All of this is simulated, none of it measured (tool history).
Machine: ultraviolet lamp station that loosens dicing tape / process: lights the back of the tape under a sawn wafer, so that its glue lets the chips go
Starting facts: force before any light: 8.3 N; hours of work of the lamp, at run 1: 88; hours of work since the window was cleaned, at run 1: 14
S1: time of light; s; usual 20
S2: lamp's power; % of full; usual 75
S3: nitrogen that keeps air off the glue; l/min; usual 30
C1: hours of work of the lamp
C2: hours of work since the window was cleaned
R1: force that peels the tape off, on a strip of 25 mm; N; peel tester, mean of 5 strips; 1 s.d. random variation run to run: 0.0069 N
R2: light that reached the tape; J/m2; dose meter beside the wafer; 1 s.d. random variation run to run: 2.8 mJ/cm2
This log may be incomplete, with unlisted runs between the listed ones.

run 1 hour=0.0 | S1=20 S2=75 S3=30 | C1=88 C2=14 | R1=0.282 R2=3520
run 2 hour=19.1 | S1=20 S2=75 S3=30 | C1=97 C2=24 | R1=0.285 R2=3460
run 3 hour=54.4 | S1=20 S2=75 S3=30 | C1=114 C2=40 | R1=0.292 R2=3430
run 4 hour=71.8 | S1=20 S2=63 S3=30 | C1=122 C2=49 | R1=0.478 R2=2850
run 5 hour=97.0 | S1=20 S2=75 S3=30 | C1=135 C2=61 | R1=0.321 R2=3400
run 6 hour=125.5 | S1=20 S2=75 S3=30 | C1=148 C2=74 | R1=0.305 R2=3380
run 7 hour=154.4 | S1=20 S2=75 S3=30 | C1=162 C2=88 | R1=0.316 R2=3380
run 8 hour=173.3 | S1=20 S2=75 S3=30 | C1=171 C2=97 | R1=0.340 R2=3300
run 9 hour=202.3 | S1=20 S2=63 S3=30 | C1=185 C2=111 | R1=0.534 R2=2810
run 10 hour=238.1 | S1=20 S2=63 S3=30 | C1=202 C2=128 | R1=0.523 R2=2760
run 11 hour=255.9 | S1=20 S2=75 S3=11 | C1=210 C2=136 | R1=0.620 R2=3290
run 12 hour=271.2 | S1=20 S2=75 S3=11 | C1=218 C2=144 | R1=0.626 R2=3220
run 13 hour=303.7 | S1=20 S2=75 S3=30 | C1=233 C2=159 | R1=0.356 R2=3190
run 14 hour=335.2 | S1=20 S2=99 S3=30 | C1=248 C2=174 | R1=0.182 R2=4310
run 15 hour=371.8 | S1=20 S2=99 S3=30 | C1=266 C2=192 | R1=0.204 R2=4160
run 16 hour=390.3 | S1=20 S2=75 S3=25 | C1=274 C2=201 | R1=0.428 R2=3130
run 17 hour=426.9 | S1=20 S2=75 S3=30 | C1=292 C2=218 | R1=0.381 R2=3100
-- hour=429.6 window cleaned of glue's vapour
run 18 hour=457.0 | S1=20 S2=75 S3=30 | C1=306 C2=13 | R1=0.448 R2=3000
run 19 hour=488.8 | S1=20 S2=75 S3=13 | C1=321 C2=28 | R1=0.690 R2=2990
run 20 hour=512.4 | S1=20 S2=75 S3=13 | C1=332 C2=39 | R1=0.695 R2=2980
run 21 hour=529.0 | S1=15 S2=75 S3=30 | C1=340 C2=47 | R1=0.875 R2=2180
run 22 hour=550.0 | S1=24 S2=75 S3=41 | C1=350 C2=57 | R1=0.249 R2=3560
-- hour=561.2 window cleaned of glue's vapour, once more
run 23 hour=578.3 | S1=13 S2=70 S3=30 | C1=364 C2=8 | R1=1.156 R2=1900
run 24 hour=597.3 | S1=30 S2=65 S3=58 | C1=373 C2=17 | R1=0.167 R2=4020
run 25 hour=620.0 | S1=17 S2=94 S3=30 | C1=383 C2=28 | R1=0.330 R2=3300
run 26 hour=651.0 | S1=17 S2=80 S3=10 | C1=398 C2=43 | R1=0.976 R2=2720
run 27 hour=681.5 | S1=33 S2=61 S3=32 | C1=413 C2=57 | R1=0.199 R2=4030
run 28 hour=701.8 | S1=33 S2=61 S3=32 | C1=422 C2=67 | R1=0.188 R2=4070
run 29 hour=732.1 | S1=15 S2=63 S3=32 | C1=437 C2=81 | R1=1.177 R2=1820
run 30 hour=758.3 | S1=15 S2=63 S3=32 | C1=449 C2=94 | R1=1.186 R2=1820
run 31 hour=780.5 | S1=26 S2=70 S3=30 | C1=460 C2=105 | R1=0.282 R2=3560
run 32 hour=810.0 | S1=26 S2=70 S3=30 | C1=474 C2=119 | R1=0.284 R2=3540
run 33 hour=834.1 | S1=20 S2=75 S3=36 | C1=486 C2=130 | R1=0.427 R2=2880
run 34 hour=864.1 | S1=34 S2=75 S3=30 | C1=500 C2=144 | R1=0.142 R2=4770
run 35 hour=900.1 | S1=30 S2=71 S3=40 | C1=517 C2=162 | R1=0.190 R2=4060
run 36 hour=932.1 | S1=30 S2=71 S3=40 | C1=532 C2=177 | R1=0.185 R2=3950
run 37 hour=957.8 | S1=30 S2=71 S3=40 | C1=545 C2=189 | R1=0.192 R2=3920
run 38 hour=974.3 | S1=16 S2=65 S3=26 | C1=552 C2=197 | R1=1.216 R2=1900
run 39 hour=996.8 | S1=16 S2=92 S3=26 | C1=563 C2=208 | R1=0.622 R2=2680
run 40 hour=1019.5 | S1=34 S2=75 S3=30 | C1=574 C2=219 | R1=0.156 R2=4600
run 41 hour=1043.0 | S1=20 S2=90 S3=25 | C1=585 C2=230 | R1=0.385 R2=3200
run 42 hour=1076.1 | S1=24 S2=92 S3=16 | C1=601 C2=246 | R1=0.320 R2=3940

For each entry between runs, how does the tool's hidden state at the last listed run before it compare with that at the first listed run after it?
In the gap between runs 17 and 18: window cleaned of glue's vapour (hour 429.6)
  lamp's light, % of a new lamp's: 85.8 -> 85.2; light that the window lets through, % of a clean one's: 95.6 -> 93.1
  what was measured, less what the result would be without the hidden state, R1: +0.153 -> +0.194 N; R2: -680 -> -770 J/m2
In the gap between runs 22 and 23: window cleaned of glue's vapour, once more (hour 561.2)
  lamp's light, % of a new lamp's: 83.4 -> 82.9; light that the window lets through, % of a clean one's: 92.5 -> 99.6
  what was measured, less what the result would be without the hidden state, R1: +0.108 -> +0.371 N; R2: -1050 -> -390 J/m2

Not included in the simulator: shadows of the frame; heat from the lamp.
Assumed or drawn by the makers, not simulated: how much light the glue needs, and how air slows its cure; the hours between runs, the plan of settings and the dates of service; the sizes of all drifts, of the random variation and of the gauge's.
